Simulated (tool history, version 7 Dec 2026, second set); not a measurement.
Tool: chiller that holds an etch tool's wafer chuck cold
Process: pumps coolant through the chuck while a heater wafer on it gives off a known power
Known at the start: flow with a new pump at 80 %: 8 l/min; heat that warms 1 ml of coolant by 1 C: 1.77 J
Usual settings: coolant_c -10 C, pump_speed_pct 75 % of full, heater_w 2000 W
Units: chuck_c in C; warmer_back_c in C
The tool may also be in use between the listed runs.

run 1 hour=0 | coolant_c=-10 pump_speed_pct=75 heater_w=2000 | chuck_c=7.9 warmer_back_c=9.47
run 2 hour=83.6 | coolant_c=-10 pump_speed_pct=75 heater_w=2000 | chuck_c=8.1 warmer_back_c=9.48
run 3 hour=150.3 | coolant_c=-10 pump_speed_pct=75 heater_w=2000 | chuck_c=8.1 warmer_back_c=9.5
run 4 hour=230.4 | coolant_c=-10 pump_speed_pct=75 heater_w=1850 | chuck_c=6.8 warmer_back_c=8.85
run 5 hour=290 | coolant_c=-10 pump_speed_pct=80 heater_w=2000 | chuck_c=7.3 warmer_back_c=8.89
run 6 hour=377.3 | coolant_c=-10 pump_speed_pct=80 heater_w=2000 | chuck_c=7.5 warmer_back_c=8.88
run 7 hour=445.5 | coolant_c=-10 pump_speed_pct=80 heater_w=2000 | chuck_c=7.6 warmer_back_c=8.96
run 8 hour=526.3 | coolant_c=-10 pump_speed_pct=75 heater_w=1257 | chuck_c=1.8 warmer_back_c=6.04
run 9 hour=614.2 | coolant_c=-10 pump_speed_pct=75 heater_w=1257 | chuck_c=1.7 warmer_back_c=6
-- hour=624.2 chiller's thermometer calibrated
run 10 hour=668.5 | coolant_c=-10 pump_speed_pct=78 heater_w=2000 | chuck_c=8.1 warmer_back_c=9.19
run 11 hour=735.4 | coolant_c=-3 pump_speed_pct=75 heater_w=2000 | chuck_c=15.6 warmer_back_c=9.64
run 12 hour=842.9 | coolant_c=-3 pump_speed_pct=75 heater_w=2000 | chuck_c=15.7 warmer_back_c=9.61
run 13 hour=928.7 | coolant_c=-3 pump_speed_pct=75 heater_w=2000 | chuck_c=15.9 warmer_back_c=9.66
-- hour=1001.2 chiller's thermometer calibrated, once more
run 14 hour=1040.4 | coolant_c=-3 pump_speed_pct=75 heater_w=2000 | chuck_c=15.7 warmer_back_c=9.78
run 15 hour=1136 | coolant_c=-3 pump_speed_pct=75 heater_w=2000 | chuck_c=15.9 warmer_back_c=9.73
run 16 hour=1234.9 | coolant_c=-4 pump_speed_pct=87 heater_w=1242 | chuck_c=6.4 warmer_back_c=5.18
run 17 hour=1342.6 | coolant_c=-4 pump_speed_pct=87 heater_w=1242 | chuck_c=6.8 warmer_back_c=5.28
run 18 hour=1436.3 | coolant_c=-12 pump_speed_pct=73 heater_w=1022 | chuck_c=-2 warmer_back_c=5.24
run 19 hour=1488.9 | coolant_c=-12 pump_speed_pct=73 heater_w=1022 | chuck_c=-2 warmer_back_c=5.21
run 20 hour=1592.4 | coolant_c=-12 pump_speed_pct=73 heater_w=1022 | chuck_c=-1.9 warmer_back_c=5.23
run 21 hour=1639.1 | coolant_c=-6 pump_speed_pct=73 heater_w=1108 | chuck_c=5.1 warmer_back_c=5.7
run 22 hour=1706.2 | coolant_c=-16 pump_speed_pct=67 heater_w=1225 | chuck_c=-3 warmer_back_c=6.8
run 23 hour=1758.7 | coolant_c=-10 pump_speed_pct=75 heater_w=2445 | chuck_c=14 warmer_back_c=12.11
run 24 hour=1808.6 | coolant_c=-2 pump_speed_pct=75 heater_w=2000 | chuck_c=17.7 warmer_back_c=9.97
run 25 hour=1914 | coolant_c=-8 pump_speed_pct=89 heater_w=2000 | chuck_c=9.6 warmer_back_c=8.31

Forecast each of these 3 alternatives for the next run:
run A hour=2009.6 | coolant_c=-19 pump_speed_pct=65 heater_w=2000 | chuck_c=? warmer_back_c=?
run B hour=2009.6 | coolant_c=-18 pump_speed_pct=75 heater_w=2000 | chuck_c=? warmer_back_c=?
run C hour=2009.6 | coolant_c=-19 pump_speed_pct=75 heater_w=1928 | chuck_c=? warmer_back_c=?

run=A chuck_c=3.1 warmer_back_c=11.66
run=B chuck_c=2 warmer_back_c=10.08
run=C chuck_c=0.3 warmer_back_c=9.62
Without the tool's hidden state the same runs would have given:
run=A chuck_c=-0.9 warmer_back_c=10.55
run=B chuck_c=-1.7 warmer_back_c=9.12
run=C chuck_c=-3.3 warmer_back_c=8.69

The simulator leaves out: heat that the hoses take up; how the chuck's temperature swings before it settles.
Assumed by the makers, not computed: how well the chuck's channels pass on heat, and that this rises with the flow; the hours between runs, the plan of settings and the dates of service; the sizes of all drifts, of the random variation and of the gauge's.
